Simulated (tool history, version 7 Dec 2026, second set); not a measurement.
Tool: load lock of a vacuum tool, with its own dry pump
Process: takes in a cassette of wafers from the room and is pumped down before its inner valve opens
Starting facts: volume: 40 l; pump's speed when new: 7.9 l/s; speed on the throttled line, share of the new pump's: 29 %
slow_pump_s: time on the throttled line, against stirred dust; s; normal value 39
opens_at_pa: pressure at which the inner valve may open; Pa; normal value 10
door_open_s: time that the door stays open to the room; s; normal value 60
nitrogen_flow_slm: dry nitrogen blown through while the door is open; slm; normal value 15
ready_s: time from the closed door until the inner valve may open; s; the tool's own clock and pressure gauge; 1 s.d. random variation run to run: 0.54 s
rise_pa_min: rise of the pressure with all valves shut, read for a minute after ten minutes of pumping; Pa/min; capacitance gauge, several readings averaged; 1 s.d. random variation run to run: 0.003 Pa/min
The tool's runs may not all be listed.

run,hour,slow_pump_s,opens_at_pa,door_open_s,nitrogen_flow_slm,"incoming humidity of the room's air, %",ready_s,rise_pa_min
1,0,39,10,60,15,43.7,74.4,0.058
2,206.9,39,10,60,15,46.3,74.8,0.055
3,470.8,39,10,60,15,47.9,74.2,0.056
4,707.3,39,10,29,15,44.5,74.4,0.048
5,1045.7,39,10,29,15,44.5,75.4,0.049
6,1423.7,39,11,60,15,44.5,73.6,0.057
7,1743.6,39,11,60,15,43.8,75.2,0.06
8,1942.4,39,11,60,15,43.3,75.7,0.061
9,2192.7,39,11,60,15,50,74.8,0.066
10,2513,39,11,60,15,40.8,74.9,0.066
11,2717.5,39,11,60,15,46.5,75.7,0.068
12,2976.4,39,11,60,15,48.2,76,0.071
13,3295.7,28,10,60,5,46.4,69.3,0.077
14,3460.3,59,10,60,5,42.7,89.7,0.082
15,3744.3,32,10,52,15,45.9,71,0.071
16,4064.2,39,12,142,8,41.8,74.4,0.099
17,4228.4,64,13,165,15,43.4,92.1,0.098
18,4412,36,13,30,15,42.5,72.1,0.065
19,4678.4,36,13,30,15,43.3,73.7,0.076
20,5023.5,41,11,56,22,45.3,77.8,0.083
21,5372.5,41,11,56,22,44.7,77.6,0.077

The next listed run, before its measurement:
22,5583.3,23,14,73,8,44,?,?

ready_s: 63.9 s
rise_pa_min: 0.1 Pa/min
Take away the tool's hidden state, keep the run-to-run variation as it was, and the same run would have given ready_s 61.2 s, rise_pa_min 0.037 Pa/min.
